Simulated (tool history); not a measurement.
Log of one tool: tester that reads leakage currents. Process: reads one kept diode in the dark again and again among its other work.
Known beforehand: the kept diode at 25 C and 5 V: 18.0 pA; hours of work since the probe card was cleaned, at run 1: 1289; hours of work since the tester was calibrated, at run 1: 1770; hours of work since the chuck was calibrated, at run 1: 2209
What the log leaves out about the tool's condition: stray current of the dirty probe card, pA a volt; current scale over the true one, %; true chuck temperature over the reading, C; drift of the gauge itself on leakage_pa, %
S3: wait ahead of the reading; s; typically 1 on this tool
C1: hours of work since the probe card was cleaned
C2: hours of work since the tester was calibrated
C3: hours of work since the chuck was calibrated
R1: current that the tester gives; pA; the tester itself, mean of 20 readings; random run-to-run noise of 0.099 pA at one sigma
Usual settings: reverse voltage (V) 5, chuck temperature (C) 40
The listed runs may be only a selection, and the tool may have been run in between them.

run 1 hour=0 | reverse_voltage_(V)=5 chuck_temperature_(C)=40 S3=1 | C1=1289 C2=1770 C3=2209 | R1=61.69
-- hour=104.5 chuck's temperature calibrated
run 2 hour=124.1 | reverse_voltage_(V)=5 chuck_temperature_(C)=40 S3=1 | C1=1368 C2=1849 C3=13 | R1=61.63
run 3 hour=248.5 | reverse_voltage_(V)=5 chuck_temperature_(C)=40 S3=1 | C1=1449 C2=1929 C3=93 | R1=61.68
run 4 hour=353.2 | reverse_voltage_(V)=5 chuck_temperature_(C)=40 S3=1 | C1=1516 C2=1997 C3=161 | R1=61.8
run 5 hour=479.7 | reverse_voltage_(V)=5 chuck_temperature_(C)=40 S3=1 | C1=1598 C2=2079 C3=243 | R1=61.88
run 6 hour=588.3 | reverse_voltage_(V)=5 chuck_temperature_(C)=40 S3=1 | C1=1669 C2=2149 C3=313 | R1=61.77
run 7 hour=671.9 | reverse_voltage_(V)=5 chuck_temperature_(C)=40 S3=1 | C1=1723 C2=2203 C3=367 | R1=61.76
run 8 hour=772.2 | reverse_voltage_(V)=5 chuck_temperature_(C)=40 S3=4 | C1=1788 C2=2268 C3=432 | R1=60.58
run 9 hour=917.6 | reverse_voltage_(V)=5 chuck_temperature_(C)=40 S3=4 | C1=1882 C2=2362 C3=526 | R1=60.68
run 10 hour=1040.4 | reverse_voltage_(V)=5 chuck_temperature_(C)=40 S3=4 | C1=1961 C2=2442 C3=606 | R1=60.72
run 11 hour=1104.4 | reverse_voltage_(V)=5 chuck_temperature_(C)=40 S3=4 | C1=2003 C2=2483 C3=647 | R1=60.71
run 12 hour=1251.1 | reverse_voltage_(V)=5 chuck_temperature_(C)=40 S3=4 | C1=2098 C2=2578 C3=742 | R1=60.7
run 13 hour=1396.8 | reverse_voltage_(V)=1.55 chuck_temperature_(C)=40 S3=0.63 | C1=2192 C2=2673 C3=837 | R1=31.74
-- hour=1494 tester calibrated
run 14 hour=1535.4 | reverse_voltage_(V)=1.55 chuck_temperature_(C)=40 S3=0.63 | C1=2280 C2=27 C3=925 | R1=31.75
run 15 hour=1684.5 | reverse_voltage_(V)=7 chuck_temperature_(C)=38 S3=2.35 | C1=2377 C2=123 C3=1022 | R1=63.47
run 16 hour=1769.4 | reverse_voltage_(V)=19.03 chuck_temperature_(C)=40 S3=4.74 | C1=2432 C2=178 C3=1077 | R1=130.49
run 17 hour=1906.9 | reverse_voltage_(V)=3.86 chuck_temperature_(C)=26 S3=6.3 | C1=2521 C2=267 C3=1166 | R1=17.14
run 18 hour=2005.1 | reverse_voltage_(V)=11.07 chuck_temperature_(C)=22 S3=1.53 | C1=2585 C2=331 C3=1229 | R1=24.07
run 19 hour=2150.5 | reverse_voltage_(V)=1.81 chuck_temperature_(C)=21 S3=2.07 | C1=2679 C2=425 C3=1323 | R1=7.45
run 20 hour=2250.5 | reverse_voltage_(V)=5 chuck_temperature_(C)=30 S3=0.89 | C1=2743 C2=490 C3=1388 | R1=28.79
run 21 hour=2325.7 | reverse_voltage_(V)=5 chuck_temperature_(C)=30 S3=0.89 | C1=2792 C2=538 C3=1437 | R1=28.81
run 22 hour=2403.1 | reverse_voltage_(V)=1.31 chuck_temperature_(C)=40 S3=1 | C1=2842 C2=589 C3=1487 | R1=28.53

What will run 23 give?
run 23 hour=2525.5 | reverse_voltage_(V)=1.31 chuck_temperature_(C)=40 S3=1 | C1=2921 C2=668 C3=1566 | R1=?

{"run 23": {"R1": 28.56}}
Had the tool carried no hidden state, the very same run would have given R1 28.57 pA.

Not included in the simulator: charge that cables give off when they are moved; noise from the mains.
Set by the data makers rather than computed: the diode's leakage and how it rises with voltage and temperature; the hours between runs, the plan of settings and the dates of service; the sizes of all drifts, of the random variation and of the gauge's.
